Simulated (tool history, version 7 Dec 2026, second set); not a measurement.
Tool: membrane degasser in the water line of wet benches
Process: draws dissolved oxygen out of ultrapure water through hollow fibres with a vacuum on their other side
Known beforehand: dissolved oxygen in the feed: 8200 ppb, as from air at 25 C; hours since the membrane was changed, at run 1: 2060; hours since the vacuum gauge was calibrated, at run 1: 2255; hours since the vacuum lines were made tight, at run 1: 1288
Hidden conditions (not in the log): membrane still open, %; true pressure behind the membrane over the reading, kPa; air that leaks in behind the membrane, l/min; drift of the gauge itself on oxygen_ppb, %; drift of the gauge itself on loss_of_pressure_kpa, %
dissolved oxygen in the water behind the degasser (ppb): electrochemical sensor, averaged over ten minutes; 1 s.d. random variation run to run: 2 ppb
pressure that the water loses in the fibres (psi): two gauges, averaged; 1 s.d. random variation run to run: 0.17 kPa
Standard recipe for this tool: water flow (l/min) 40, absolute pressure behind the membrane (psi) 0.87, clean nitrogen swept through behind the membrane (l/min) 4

run,hour,water flow (l/min),absolute pressure behind the membrane (psi),clean nitrogen swept through behind the membrane (l/min),hours since the membrane was changed,hours since the vacuum gauge was calibrated,hours since the vacuum lines were made tight,dissolved oxygen in the water behind the degasser (ppb),pressure that the water loses in the fibres (psi)
1,0,40,0.87,4,2060,2255,1288,196.9,3.743
2,68.7,40,0.87,4,2129,2324,1356,198.8,3.758
3,167.5,40,0.87,4,2228,2423,1455,196.2,3.771
4,243.1,40,0.87,4,2304,2498,1531,196.1,3.788
5,368.9,40,0.87,4,2429,2624,1656,197.4,3.767
6,436.3,40,0.87,4,2497,2692,1724,192.8,3.809
7,517.9,40,0.87,4,2578,2773,1805,196,3.746
8,635.1,40,0.87,4,2695,2890,1923,191.4,3.812
9,773.7,40,0.87,4,2834,3029,2061,194.8,3.791
10,866.8,40,1.534,2.91,2927,3122,2154,355.5,3.762
11,1004,40,1.534,2.91,3064,3259,2292,346.4,3.787
12,1132.9,40,1.534,2.91,3193,3388,2420,350.8,3.813
# hour 1186.4: vacuum gauge calibrated
13,1245.1,40,0.542,2.05,3305,59,2532,156.1,3.762
14,1307.8,40,0.87,1.66,3368,121,2595,271.6,3.764
15,1446.2,40,0.87,1.66,3506,260,2733,267.9,3.762
16,1565.7,40,0.87,1.66,3626,379,2853,282.5,3.754
17,1658.8,47,1.313,4.82,3719,472,2946,326.7,4.413

Branching from run 17: 5 alternative next runs. What would each branch give?
A,1768.9,59,1.752,2.42,3829,582,3056,?,?
B,1768.9,34,1.313,1.68,3829,582,3056,?,?
C,1768.9,47,1.313,3.97,3829,582,3056,?,?
D,1768.9,61,0.644,11.41,3829,582,3056,?,?
E,1768.9,28,0.87,4,3829,582,3056,?,?

run,dissolved oxygen in the water behind the degasser (ppb),pressure that the water loses in the fibres (psi)
A,752.9,5.564
B,334.2,3.153
C,356.1,4.421
D,379.5,5.755
E,90.1,2.621
Had the tool no hidden state, the same runs would have come out as:
run,dissolved oxygen in the water behind the degasser (ppb),pressure that the water loses in the fibres (psi)
A,752.7,5.562
B,334.1,3.152
C,355.9,4.419
D,379.2,5.754
E,90,2.619
